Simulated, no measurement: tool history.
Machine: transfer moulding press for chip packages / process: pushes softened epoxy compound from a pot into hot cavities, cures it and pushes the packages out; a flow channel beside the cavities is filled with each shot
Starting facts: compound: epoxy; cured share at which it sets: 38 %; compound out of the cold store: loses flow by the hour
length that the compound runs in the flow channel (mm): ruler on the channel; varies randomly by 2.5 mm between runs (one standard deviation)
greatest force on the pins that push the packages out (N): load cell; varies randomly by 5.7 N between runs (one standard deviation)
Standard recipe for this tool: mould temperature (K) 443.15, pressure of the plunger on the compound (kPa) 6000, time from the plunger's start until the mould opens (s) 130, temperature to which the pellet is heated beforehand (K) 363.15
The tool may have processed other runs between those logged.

run	hour	mould temperature (K)	pressure of the plunger on the compound (kPa)	time from the plunger's start until the mould opens (s)	temperature to which the pellet is heated beforehand (K)	incoming compound's hours out of the cold store	length that the compound runs in the flow channel (mm)	greatest force on the pins that push the packages out (N)
1	0	443.15	6000	130	363.15	37.2	631	208
2	57.1	443.15	6000	130	355.15	45.4	603	194
3	96.6	443.15	6000	130	363.15	8.9	765	214
# hour 106: cavities cleaned with cleaning compound and waxed
4	139	443.15	6000	130	363.15	8.1	765	210
# hour 186.4: plunger's sealing rings changed
5	216.5	443.15	6000	130	363.15	21	704	208
# hour 236.3: cavities cleaned with cleaning compound and waxed
6	276.9	443.15	6000	130	363.15	34.2	649	212
7	328	443.15	6000	116	363.15	19	710	241
# hour 366.1: cavities cleaned with cleaning compound and waxed
8	371.3	443.15	6000	116	363.15	17.7	720	248
9	430.1	443.15	6000	136	363.15	36.7	635	196
10	471	443.15	6000	130	371.15	29.3	661	213
# hour 496.7: cavities cleaned with cleaning compound and waxed
11	546.2	443.15	6000	130	363.15	24.9	684	213
12	613.5	443.15	6000	130	363.15	33.4	647	197
# hour 623.9: cavities cleaned with cleaning compound and waxed
13	651.4	443.15	6000	130	363.15	25.3	684	207
14	702.5	441.15	6500	111	356.15	13.4	773	318
# hour 726.7: mould's thermocouples calibrated
15	749	447.15	6000	130	355.15	43.3	598	185
# hour 755.1: cavities cleaned with cleaning compound and waxed
16	786.9	443.15	4570	142	363.15	27.8	583	195
17	856.4	443.15	4570	142	363.15	11.9	649	196
# hour 884.1: cavities cleaned with cleaning compound and waxed
# hour 902.7: plunger's sealing rings changed
18	926.3	443.15	4570	142	363.15	40.1	546	180
19	967.1	445.15	6000	158	363.15	47.4	588	173
# hour 1015.6: cavities cleaned with cleaning compound and waxed
20	1025.6	439.15	6930	123	363.15	43	670	276
21	1068.5	443.15	5940	138	361.15	24.9	680	195

Run 22 comes next. What will it give?
22	1125.3	438.15	6740	114	361.15	29.8	?	?

{"run 22": {"length that the compound runs in the flow channel (mm)": 718, "greatest force on the pins that push the packages out (N)": 352}}
Minus the tool's unlogged condition, the same run would have read length that the compound runs in the flow channel (mm) 718, greatest force on the pins that push the packages out (N) 346.

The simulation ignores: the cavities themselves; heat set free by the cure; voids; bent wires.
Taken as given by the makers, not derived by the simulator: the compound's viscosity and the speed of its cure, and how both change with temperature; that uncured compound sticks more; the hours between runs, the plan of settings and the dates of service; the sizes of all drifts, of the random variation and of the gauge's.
